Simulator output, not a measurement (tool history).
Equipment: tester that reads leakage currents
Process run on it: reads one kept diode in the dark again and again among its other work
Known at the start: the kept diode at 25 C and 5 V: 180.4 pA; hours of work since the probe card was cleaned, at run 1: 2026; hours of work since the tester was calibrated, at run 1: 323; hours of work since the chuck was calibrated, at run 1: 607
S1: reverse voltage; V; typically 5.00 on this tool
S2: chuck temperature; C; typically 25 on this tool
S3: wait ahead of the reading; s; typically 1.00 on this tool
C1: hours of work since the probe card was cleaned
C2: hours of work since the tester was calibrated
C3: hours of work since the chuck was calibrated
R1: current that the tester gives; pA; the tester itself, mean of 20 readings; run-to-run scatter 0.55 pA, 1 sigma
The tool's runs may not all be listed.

run 1 hour=0.0 | S1=5.00 S2=25 S3=1.00 | C1=2026 C2=323 C3=607 | R1=162.05
-- hour=36.9 chuck's temperature calibrated
-- hour=69.2 probe card cleaned and baked
run 2 hour=74.6 | S1=5.00 S2=25 S3=1.00 | C1=4 C2=373 C3=25 | R1=178.67
run 3 hour=144.6 | S1=8.39 S2=25 S3=1.00 | C1=55 C2=424 C3=76 | R1=211.54
run 4 hour=260.5 | S1=8.39 S2=25 S3=1.00 | C1=139 C2=508 C3=160 | R1=208.36
run 5 hour=352.8 | S1=5.00 S2=25 S3=0.64 | C1=205 C2=575 C3=227 | R1=169.75
run 6 hour=467.8 | S1=5.00 S2=25 S3=1.00 | C1=289 C2=658 C3=310 | R1=165.01
run 7 hour=598.3 | S1=5.00 S2=25 S3=1.00 | C1=383 C2=753 C3=404 | R1=160.17
run 8 hour=680.7 | S1=5.00 S2=25 S3=1.00 | C1=443 C2=812 C3=464 | R1=157.64
run 9 hour=777.8 | S1=5.00 S2=25 S3=1.00 | C1=513 C2=883 C3=534 | R1=153.63
run 10 hour=846.1 | S1=3.57 S2=25 S3=1.00 | C1=563 C2=932 C3=584 | R1=133.62
-- hour=912.3 chuck's temperature calibrated
run 11 hour=986.8 | S1=5.00 S2=48 S3=1.00 | C1=663 C2=1033 C3=54 | R1=1360.02
run 12 hour=1091.1 | S1=5.00 S2=25 S3=1.00 | C1=739 C2=1108 C3=130 | R1=178.09
run 13 hour=1173.4 | S1=5.00 S2=25 S3=1.00 | C1=798 C2=1168 C3=189 | R1=174.85
run 14 hour=1269.0 | S1=2.48 S2=25 S3=1.00 | C1=868 C2=1237 C3=258 | R1=131.76
run 15 hour=1371.6 | S1=5.00 S2=25 S3=1.00 | C1=942 C2=1311 C3=333 | R1=167.26
run 16 hour=1445.7 | S1=5.00 S2=25 S3=0.55 | C1=995 C2=1365 C3=386 | R1=165.96
run 17 hour=1534.5 | S1=5.00 S2=25 S3=0.55 | C1=1060 C2=1429 C3=451 | R1=162.95
run 18 hour=1631.5 | S1=9.72 S2=25 S3=1.00 | C1=1130 C2=1500 C3=521 | R1=205.45
run 19 hour=1726.6 | S1=9.72 S2=25 S3=1.00 | C1=1199 C2=1568 C3=590 | R1=201.51
-- hour=1791.0 chuck's temperature calibrated
run 20 hour=1791.7 | S1=9.72 S2=25 S3=1.00 | C1=1245 C2=1614 C3=1 | R1=246.06
run 21 hour=1889.7 | S1=5.00 S2=51 S3=0.68 | C1=1316 C2=1685 C3=72 | R1=1745.29
run 22 hour=1958.2 | S1=5.00 S2=51 S3=0.68 | C1=1365 C2=1735 C3=121 | R1=1729.34
-- hour=1967.7 tester calibrated
run 23 hour=2067.5 | S1=5.00 S2=51 S3=0.68 | C1=1443 C2=72 C3=199 | R1=1687.55
run 24 hour=2158.8 | S1=1.11 S2=23 S3=1.00 | C1=1509 C2=138 C3=265 | R1=82.34
run 25 hour=2241.8 | S1=2.56 S2=23 S3=4.63 | C1=1569 C2=199 C3=325 | R1=109.82
run 26 hour=2359.4 | S1=1.56 S2=25 S3=9.80 | C1=1654 C2=284 C3=410 | R1=106.36
run 27 hour=2438.9 | S1=17.93 S2=51 S3=2.21 | C1=1712 C2=341 C3=468 | R1=2463.55
-- hour=2456.2 tester calibrated, once more
run 28 hour=2587.3 | S1=9.14 S2=51 S3=6.61 | C1=1818 C2=95 C3=574 | R1=1855.67
-- hour=2677.7 chuck's temperature calibrated
run 29 hour=2714.4 | S1=1.18 S2=54 S3=5.72 | C1=1909 C2=186 C3=27 | R1=1350.56
run 30 hour=2778.3 | S1=3.79 S2=48 S3=4.99 | C1=1955 C2=232 C3=73 | R1=1254.08
run 31 hour=2887.3 | S1=2.07 S2=25 S3=0.63 | C1=2034 C2=311 C3=152 | R1=132.93
-- hour=2944.9 probe card cleaned and baked
run 32 hour=2989.1 | S1=2.07 S2=25 S3=0.63 | C1=32 C2=382 C3=223 | R1=125.30
run 33 hour=3127.0 | S1=9.85 S2=23 S3=0.53 | C1=132 C2=482 C3=323 | R1=180.71
run 34 hour=3260.1 | S1=1.58 S2=53 S3=0.57 | C1=228 C2=579 C3=420 | R1=1236.10
run 35 hour=3354.7 | S1=1.58 S2=53 S3=0.57 | C1=297 C2=647 C3=488 | R1=1218.01
run 36 hour=3471.3 | S1=1.58 S2=53 S3=0.57 | C1=381 C2=732 C3=573 | R1=1179.94
-- hour=3553.1 chuck's temperature calibrated
run 37 hour=3609.9 | S1=6.38 S2=48 S3=0.30 | C1=480 C2=830 C3=41 | R1=1485.55
run 38 hour=3710.3 | S1=6.38 S2=48 S3=0.30 | C1=553 C2=903 C3=114 | R1=1445.15
run 39 hour=3849.7 | S1=1.07 S2=30 S3=0.76 | C1=654 C2=1004 C3=215 | R1=154.83

Branching from run 39: 4 alternative next runs. What would each branch give?
run A hour=3922.1 | S1=1.07 S2=30 S3=0.97 | C1=706 C2=1057 C3=267 | R1=?
run B hour=3922.1 | S1=13.71 S2=30 S3=0.76 | C1=706 C2=1057 C3=267 | R1=?
run C hour=3922.1 | S1=2.53 S2=30 S3=0.46 | C1=706 C2=1057 C3=267 | R1=?
run D hour=3922.1 | S1=1.07 S2=20 S3=0.76 | C1=706 C2=1057 C3=267 | R1=?

run=A R1=151.38
run=B R1=389.17
run=C R1=207.97
run=D R1=58.73
Had the tool no hidden state, the same runs would have come out as:
run=A R1=166.95
run=B R1=419.14
run=C R1=228.28
run=D R1=64.64
